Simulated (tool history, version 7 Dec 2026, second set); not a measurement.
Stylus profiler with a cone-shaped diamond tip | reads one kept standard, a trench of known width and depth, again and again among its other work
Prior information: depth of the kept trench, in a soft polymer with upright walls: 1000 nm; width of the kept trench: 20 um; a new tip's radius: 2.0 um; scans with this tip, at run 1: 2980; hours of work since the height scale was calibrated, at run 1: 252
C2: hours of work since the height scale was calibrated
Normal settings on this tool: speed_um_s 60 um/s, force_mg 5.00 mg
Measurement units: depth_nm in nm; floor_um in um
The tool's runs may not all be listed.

Run 1, day 0.000: usual settings; scans with this tip 2980; C2 252. Result: depth_nm 1028.17 nm, floor_um 16.15 um.
Run 2, day 0.954: usual settings but force_mg 3.09 mg; scans with this tip 3130; C2 265. Result: depth_nm 1020.48 nm, floor_um 16.09 um.
Run 3, day 1.725: usual settings but force_mg 3.09 mg; scans with this tip 3251; C2 275. Result: depth_nm 1020.38 nm, floor_um 16.08 um.
Run 4, day 2.392: usual settings but force_mg 3.09 mg; scans with this tip 3356; C2 284. Result: depth_nm 1020.33 nm, floor_um 16.02 um.
Run 5, day 3.029: usual settings but force_mg 13.29 mg; scans with this tip 3456; C2 292. Result: depth_nm 1053.25 nm, floor_um 16.16 um.
Run 6, day 3.896: usual settings but force_mg 13.29 mg; scans with this tip 3593; C2 304. Result: depth_nm 1053.30 nm, floor_um 16.15 um.
Run 7, day 4.371: usual settings; scans with this tip 3668; C2 310. Result: depth_nm 1027.94 nm, floor_um 16.03 um.
Run 8, day 4.896: usual settings; scans with this tip 3750; C2 317. Result: depth_nm 1028.32 nm, floor_um 16.03 um.
Run 9, day 5.750: usual settings; scans with this tip 3885; C2 329. Result: depth_nm 1027.87 nm, floor_um 16.05 um.
Run 10, day 6.196: usual settings; scans with this tip 3955; C2 335. Result: depth_nm 1027.82 nm, floor_um 16.03 um.
Run 11, day 6.988: usual settings; scans with this tip 4079; C2 345. Result: depth_nm 1028.14 nm, floor_um 16.01 um.
Run 12, day 7.783: usual settings; scans with this tip 4205; C2 356. Result: depth_nm 1028.38 nm, floor_um 16.01 um.
Run 13, day 8.421: usual settings but force_mg 7.17 mg; scans with this tip 4305; C2 364. Result: depth_nm 1035.71 nm, floor_um 16.02 um.
Run 14, day 9.400: usual settings but speed_um_s 28 um/s; scans with this tip 4458; C2 377. Result: depth_nm 1028.51 nm, floor_um 16.07 um.
Run 15, day 10.321: usual settings but speed_um_s 28 um/s; scans with this tip 4604; C2 390. Result: depth_nm 1027.88 nm, floor_um 16.05 um.
Run 16, day 10.992: usual settings but force_mg 9.90 mg; scans with this tip 4709; C2 398. Result: depth_nm 1044.02 nm, floor_um 15.99 um.
Run 17, day 11.671: usual settings but force_mg 9.90 mg; scans with this tip 4816; C2 407. Result: depth_nm 1044.40 nm, floor_um 16.02 um.
Run 18, day 12.317: usual settings but force_mg 9.90 mg; scans with this tip 4917; C2 416. Result: depth_nm 1044.54 nm, floor_um 15.97 um.
Run 19, day 13.088: usual settings; scans with this tip 5039; C2 426. Result: depth_nm 1028.41 nm, floor_um 15.98 um.
Run 20, day 14.062: usual settings; scans with this tip 5192; C2 439. Result: depth_nm 1028.13 nm, floor_um 15.95 um.
Run 21, day 14.750: usual settings; scans with this tip 5300; C2 448. Result: depth_nm 1028.45 nm, floor_um 15.90 um.
Run 22, day 15.646: usual settings; scans with this tip 5441; C2 460. Result: depth_nm 1028.50 nm, floor_um 15.86 um.
Run 23, day 16.646: usual settings; scans with this tip 5598; C2 474. Result: depth_nm 1028.33 nm, floor_um 15.92 um.
Run 24, day 17.596: usual settings but speed_um_s 50 um/s, force_mg 13.21 mg; scans with this tip 5748; C2 486. Result: depth_nm 1053.62 nm, floor_um 15.96 um.
Run 25, day 18.292: usual settings but speed_um_s 50 um/s, force_mg 13.21 mg; scans with this tip 5857; C2 496. Result: depth_nm 1053.43 nm, floor_um 15.90 um.
Run 26, day 19.054: usual settings but speed_um_s 51 um/s, force_mg 14.30 mg; scans with this tip 5977; C2 506. Result: depth_nm 1056.44 nm, floor_um 15.92 um.
Run 27, day 19.712: usual settings but speed_um_s 58 um/s, force_mg 8.54 mg; scans with this tip 6080; C2 514. Result: depth_nm 1040.19 nm, floor_um 15.88 um.
Run 28, day 20.758: usual settings but speed_um_s 58 um/s, force_mg 8.54 mg; scans with this tip 6245; C2 528. Result: depth_nm 1040.37 nm, floor_um 15.84 um.
Run 29, day 21.804: usual settings but speed_um_s 58 um/s, force_mg 8.54 mg; scans with this tip 6410; C2 542. Result: depth_nm 1040.66 nm, floor_um 15.83 um.
Run 30, day 22.804: usual settings but speed_um_s 192 um/s; scans with this tip 6567; C2 556. Result: depth_nm 1028.69 nm, floor_um 15.58 um.
Run 31, day 23.362: usual settings but speed_um_s 168 um/s; scans with this tip 6654; C2 563. Result: depth_nm 1028.82 nm, floor_um 15.60 um.
Run 32, day 23.929: usual settings but speed_um_s 168 um/s; scans with this tip 6744; C2 571. Result: depth_nm 1028.99 nm, floor_um 15.54 um.
Run 33, day 24.417: usual settings but speed_um_s 168 um/s; scans with this tip 6821; C2 577. Result: depth_nm 1028.72 nm, floor_um 15.55 um.
Run 34, day 25.154: usual settings but speed_um_s 168 um/s; scans with this tip 6937; C2 587. Result: depth_nm 1028.87 nm, floor_um 15.60 um.
Run 35, day 26.112: usual settings but speed_um_s 86 um/s, force_mg 11.78 mg; scans with this tip 7087; C2 600. Result: depth_nm 1049.91 nm, floor_um 15.78 um.
Run 36, day 27.088: usual settings but speed_um_s 86 um/s, force_mg 11.78 mg; scans with this tip 7241; C2 613. Result: depth_nm 1049.94 nm, floor_um 15.81 um.
Run 37, day 27.679: usual settings but speed_um_s 86 um/s, force_mg 11.78 mg; scans with this tip 7334; C2 620. Result: depth_nm 1050.64 nm, floor_um 15.77 um.
Run 38, day 28.329: usual settings but speed_um_s 39 um/s, force_mg 1.84 mg; scans with this tip 7436; C2 629. Result: depth_nm 1015.11 nm, floor_um 15.72 um.
Run 39, day 29.367: usual settings but speed_um_s 39 um/s, force_mg 4.88 mg; scans with this tip 7599; C2 643. Result: depth_nm 1028.50 nm, floor_um 15.76 um.
Run 40, day 30.058: usual settings but speed_um_s 66 um/s, force_mg 2.66 mg; scans with this tip 7708; C2 652. Result: depth_nm 1019.51 nm, floor_um 15.63 um.
Run 41, day 30.871: usual settings but speed_um_s 169 um/s, force_mg 3.71 mg; scans with this tip 7836; C2 663. Result: depth_nm 1024.03 nm, floor_um 15.42 um.
Run 42, day 31.517: usual settings but speed_um_s 129 um/s, force_mg 13.81 mg; scans with this tip 7937; C2 672. Result: depth_nm 1055.91 nm, floor_um 15.70 um.

Consider 5 possible next runs. They are alternatives, not a sequence: every one starts from the tool as it was left by run 42. What does each give?
Run A, day 32.204: usual settings but speed_um_s 195 um/s, force_mg 13.81 mg; scans with this tip 8045; C2 681. Result: depth_nm ?, floor_um ?.
Run B, day 32.204: usual settings but speed_um_s 52 um/s, force_mg 2.60 mg; scans with this tip 8045; C2 681. Result: depth_nm ?, floor_um ?.
Run C, day 32.204: usual settings but speed_um_s 202 um/s, force_mg 6.86 mg; scans with this tip 8045; C2 681. Result: depth_nm ?, floor_um ?.
Run D, day 32.204: usual settings but speed_um_s 24 um/s; scans with this tip 8045; C2 681. Result: depth_nm ?, floor_um ?.
Run E, day 32.204: usual settings but speed_um_s 129 um/s, force_mg 4.29 mg; scans with this tip 8045; C2 681. Result: depth_nm ?, floor_um ?.

run  depth_nm  floor_um
  A   1055.97     15.60
  B   1018.68     15.64
  C   1035.76     15.46
  D   1028.94     15.78
  E   1026.60     15.54
Stripped of hidden state, with their random variation kept, the same runs would have yielded:
run  depth_nm  floor_um
  A   1054.18     16.31
  B   1016.96     16.35
  C   1034.01     16.17
  D   1027.20     16.49
  E   1024.86     16.26
